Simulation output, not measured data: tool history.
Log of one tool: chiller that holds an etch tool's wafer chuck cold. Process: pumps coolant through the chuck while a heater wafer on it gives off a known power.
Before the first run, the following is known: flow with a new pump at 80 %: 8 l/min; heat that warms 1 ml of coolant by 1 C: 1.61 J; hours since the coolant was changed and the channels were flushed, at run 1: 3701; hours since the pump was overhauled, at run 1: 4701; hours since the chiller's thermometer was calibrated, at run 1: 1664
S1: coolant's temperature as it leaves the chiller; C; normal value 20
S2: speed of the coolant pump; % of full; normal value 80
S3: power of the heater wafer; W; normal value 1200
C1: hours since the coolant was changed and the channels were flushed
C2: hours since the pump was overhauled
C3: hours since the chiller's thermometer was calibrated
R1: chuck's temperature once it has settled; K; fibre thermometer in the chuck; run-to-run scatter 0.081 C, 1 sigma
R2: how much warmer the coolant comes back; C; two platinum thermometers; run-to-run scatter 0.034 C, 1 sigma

{"run": 1, "hour": 0.0, "S1": 20, "S2": 80, "S3": 1200, "C1": 3701, "C2": 4701, "C3": 1664, "R1": 305.42, "R2": 6.46}
{"run": 2, "hour": 143.6, "S1": 20, "S2": 80, "S3": 1200, "C1": 3845, "C2": 4844, "C3": 1807, "R1": 305.47, "R2": 6.5}
{"run": 3, "hour": 227.8, "S1": 20, "S2": 80, "S3": 1200, "C1": 3929, "C2": 4928, "C3": 1892, "R1": 305.73, "R2": 6.5}
{"hour": 285.1, "done": "coolant changed, channels flushed"}
{"run": 4, "hour": 350.0, "S1": 18, "S2": 80, "S3": 1200, "C1": 65, "C2": 5045, "C3": 2008, "R1": 302.86, "R2": 6.56}
{"run": 5, "hour": 418.5, "S1": 18, "S2": 80, "S3": 1200, "C1": 133, "C2": 5113, "C3": 2076, "R1": 302.96, "R2": 6.62}
{"run": 6, "hour": 546.5, "S1": 18, "S2": 80, "S3": 1200, "C1": 261, "C2": 5241, "C3": 2204, "R1": 303.08, "R2": 6.6}
{"run": 7, "hour": 694.7, "S1": 17, "S2": 80, "S3": 1200, "C1": 410, "C2": 5389, "C3": 2353, "R1": 302.04, "R2": 6.66}
{"run": 8, "hour": 760.0, "S1": 17, "S2": 80, "S3": 1200, "C1": 475, "C2": 5455, "C3": 2418, "R1": 302.03, "R2": 6.66}
{"run": 9, "hour": 893.4, "S1": 19, "S2": 80, "S3": 1200, "C1": 608, "C2": 5588, "C3": 2551, "R1": 304.04, "R2": 6.64}
{"run": 10, "hour": 1040.9, "S1": 23, "S2": 80, "S3": 1200, "C1": 756, "C2": 5735, "C3": 2699, "R1": 308.05, "R2": 6.69}
{"run": 11, "hour": 1116.4, "S1": 23, "S2": 80, "S3": 1200, "C1": 831, "C2": 5811, "C3": 2774, "R1": 308.09, "R2": 6.7}
{"run": 12, "hour": 1254.5, "S1": 23, "S2": 80, "S3": 1200, "C1": 969, "C2": 5949, "C3": 2912, "R1": 308.02, "R2": 6.78}
{"run": 13, "hour": 1395.4, "S1": 20, "S2": 76, "S3": 1200, "C1": 1110, "C2": 6090, "C3": 3053, "R1": 305.66, "R2": 7.17}
{"run": 14, "hour": 1527.8, "S1": 15, "S2": 80, "S3": 1200, "C1": 1243, "C2": 6222, "C3": 3186, "R1": 300.11, "R2": 6.82}
{"run": 15, "hour": 1631.4, "S1": 15, "S2": 80, "S3": 1200, "C1": 1346, "C2": 6326, "C3": 3289, "R1": 300.35, "R2": 6.87}
{"run": 16, "hour": 1734.7, "S1": 20, "S2": 68, "S3": 1200, "C1": 1450, "C2": 6429, "C3": 3393, "R1": 306.72, "R2": 8.24}
{"run": 17, "hour": 1840.8, "S1": 10, "S2": 74, "S3": 795, "C1": 1556, "C2": 6535, "C3": 3499, "R1": 291.51, "R2": 4.96}
{"run": 18, "hour": 1963.3, "S1": 10, "S2": 74, "S3": 795, "C1": 1678, "C2": 6658, "C3": 3621, "R1": 291.54, "R2": 5.03}
{"run": 19, "hour": 2107.4, "S1": 21, "S2": 77, "S3": 619, "C1": 1822, "C2": 6802, "C3": 3765, "R1": 300.48, "R2": 3.75}
{"hour": 2172.9, "done": "coolant pump overhauled"}
{"run": 20, "hour": 2246.5, "S1": 21, "S2": 77, "S3": 619, "C1": 1956, "C2": 74, "C3": 3899, "R1": 299.59, "R2": 3.02}
{"run": 21, "hour": 2330.4, "S1": 27, "S2": 77, "S3": 1099, "C1": 2040, "C2": 158, "C3": 3983, "R1": 310.28, "R2": 5.43}
{"run": 22, "hour": 2463.1, "S1": 18, "S2": 78, "S3": 737, "C1": 2173, "C2": 290, "C3": 4116, "R1": 297.66, "R2": 3.53}
{"run": 23, "hour": 2541.0, "S1": 18, "S2": 78, "S3": 737, "C1": 2251, "C2": 368, "C3": 4194, "R1": 297.76, "R2": 3.57}
{"run": 24, "hour": 2625.8, "S1": 14, "S2": 78, "S3": 737, "C1": 2336, "C2": 453, "C3": 4279, "R1": 293.62, "R2": 3.58}
{"run": 25, "hour": 2748.0, "S1": 14, "S2": 78, "S3": 737, "C1": 2458, "C2": 575, "C3": 4401, "R1": 293.65, "R2": 3.67}
{"run": 26, "hour": 2854.3, "S1": 14, "S2": 78, "S3": 737, "C1": 2564, "C2": 681, "C3": 4507, "R1": 293.49, "R2": 3.52}
{"run": 27, "hour": 2918.5, "S1": 20, "S2": 94, "S3": 1517, "C1": 2628, "C2": 746, "C3": 4571, "R1": 305.64, "R2": 6.05}
{"run": 28, "hour": 2996.5, "S1": 22, "S2": 65, "S3": 1517, "C1": 2706, "C2": 824, "C3": 4649, "R1": 311.24, "R2": 9.18}
{"run": 29, "hour": 3121.1, "S1": 24, "S2": 95, "S3": 615, "C1": 2831, "C2": 948, "C3": 4774, "R1": 301.82, "R2": 2.4}
{"run": 30, "hour": 3190.9, "S1": 25, "S2": 80, "S3": 1200, "C1": 2901, "C2": 1018, "C3": 4844, "R1": 309.11, "R2": 5.79}
{"hour": 3259.3, "done": "chiller's thermometer calibrated"}
{"run": 31, "hour": 3279.6, "S1": 30, "S2": 80, "S3": 627, "C1": 2988, "C2": 1106, "C3": 20, "R1": 309.15, "R2": 3.01}
{"run": 32, "hour": 3374.8, "S1": 25, "S2": 77, "S3": 811, "C1": 3084, "C2": 1201, "C3": 115, "R1": 306.37, "R2": 4.01}

How would selected steps in R1 from run to run divide? Give the signed amount a tool lacking its hidden state would still show from settings, what came in and random variation, and the signed amount left for the hidden state, including any gauge scatter that is not in both of the compared results.
Hidden state present: heat passed by the chuck's channels, % of clean ones'; flow at a given pump speed, % of a new pump's; coolant's true temperature over the reading, C; drift of the gauge itself on chuck_c, C; drift of the gauge itself on warmer_back_c, C.
Run 3 -> 4: S1 20 -> 18, coolant changed, channels flushed. R1 -2.87 K: hidden state -0.73, all else -2.14.
Run 16 -> 17: S1 20 -> 10, S2 68 -> 74, S3 1200 -> 795. R1 -15.21 K: hidden state -0.73, all else -14.48.
Run 19 -> 20: coolant pump overhauled. R1 -0.89 K: hidden state -0.82, all else -0.07.
Run 21 -> 22: S1 27 -> 18, S2 77 -> 78, S3 1099 -> 737. R1 -12.62 K: hidden state -0.12, all else -12.50.
Run 26 -> 27: S1 14 -> 20, S2 78 -> 94, S3 737 -> 1517. R1 +12.15 K: hidden state +0.35, all else +11.80.
